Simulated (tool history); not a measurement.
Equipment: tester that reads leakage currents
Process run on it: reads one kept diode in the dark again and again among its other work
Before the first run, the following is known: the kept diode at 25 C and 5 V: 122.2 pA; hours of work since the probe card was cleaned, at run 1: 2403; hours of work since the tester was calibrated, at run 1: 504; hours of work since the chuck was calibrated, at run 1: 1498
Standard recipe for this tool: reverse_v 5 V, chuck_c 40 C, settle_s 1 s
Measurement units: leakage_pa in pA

run	hour	reverse_v	chuck_c	settle_s	hours of work since the probe card was cleaned	hours of work since the tester was calibrated	hours of work since the chuck was calibrated	leakage_pa
1	0	5	40	1	2403	504	1498	390.71
2	22	5	40	1	2417	519	1512	390.86
3	40.8	5	40	3.97	2430	531	1525	390.89
4	70.1	5	40	3.97	2449	551	1544	390.92
5	89.5	5	40	3.97	2462	564	1557	389.78
6	120	5	40	3.97	2483	584	1578	391.37
7	136.1	5	40	1	2493	595	1588	391.69
8	152.3	5	40	1	2504	606	1599	389.07
9	170.9	9.08	40	1	2516	618	1612	536.55
10	201.8	9.08	40	1	2537	639	1632	536.72
11	224.4	5	40	1	2552	654	1647	389.62
12	240.1	5	40	1	2563	664	1658	390.44
13	264.9	5	40	1	2579	681	1674	390.1
14	292.8	5	40	1	2598	699	1693	389.87
15	326.9	2.9	40	1	2620	722	1716	290.25
16	348.2	12.02	40	1	2635	736	1730	622.66
17	382.1	12.02	40	1	2657	759	1752	621.45
18	405.2	12.02	40	1	2673	774	1768	623.4
19	420	12.02	40	1	2682	784	1778	621.48
20	454.4	12.02	40	1	2705	807	1801	622.32
# hour 459.3: tester calibrated
21	480.4	5	40	1	2721	14	1817	388.61
22	496.8	1.5	32	1.19	2732	25	1827	110.1
23	512.4	5	44	8.3	2743	35	1838	525.39
24	537	3.9	44	0.43	2759	52	1854	459.26
25	568	3.9	39	2.1	2780	72	1875	317.16
# hour 581.7: tester calibrated, once more
26	587.7	6.48	40	2.2	2792	4	1887	448.45
27	613.7	6.48	40	2.2	2809	21	1904	446.89
28	647.3	16.16	54	0.94	2831	44	1926	2013.5
29	671	7.08	23	0.83	2847	60	1942	124.99
30	703.9	2.84	40	0.41	2869	81	1964	287.4
31	725.4	2.84	40	0.41	2883	96	1978	287.88
32	754.6	2.84	40	0.41	2903	115	1998	289.47
33	782.5	1.8	37	1.53	2921	134	2017	178.67
34	808.5	1.8	37	1.53	2939	151	2034	179.34
35	829.8	1.8	37	1.53	2953	165	2048	178.6
36	863.5	1.8	37	1.53	2975	188	2071	179.1
# hour 878: chuck's temperature calibrated
37	895.6	1.57	49	0.43	2995	208	12	433.7
38	921.4	1.57	49	0.43	3013	225	29	432.03
39	937.6	1.57	49	0.43	3023	236	40	432.96
40	965.5	1.93	25	0.41	3042	254	58	77.27
41	987	1.59	58	0.34	3056	269	73	813.73

Alternative continuations, all from the tool just after run 41; predict every row:
A	1016.9	9.18	36	0.85	3076	289	93	?
B	1016.9	6.77	40	0.79	3076	289	93	?
C	1016.9	1.01	36	1.76	3076	289	93	?

run	leakage_pa
A	423.12
B	489.17
C	130.79
What these runs would have given with no unlogged condition in the tool:
run	leakage_pa
A	408.64
B	476.76
C	128.33
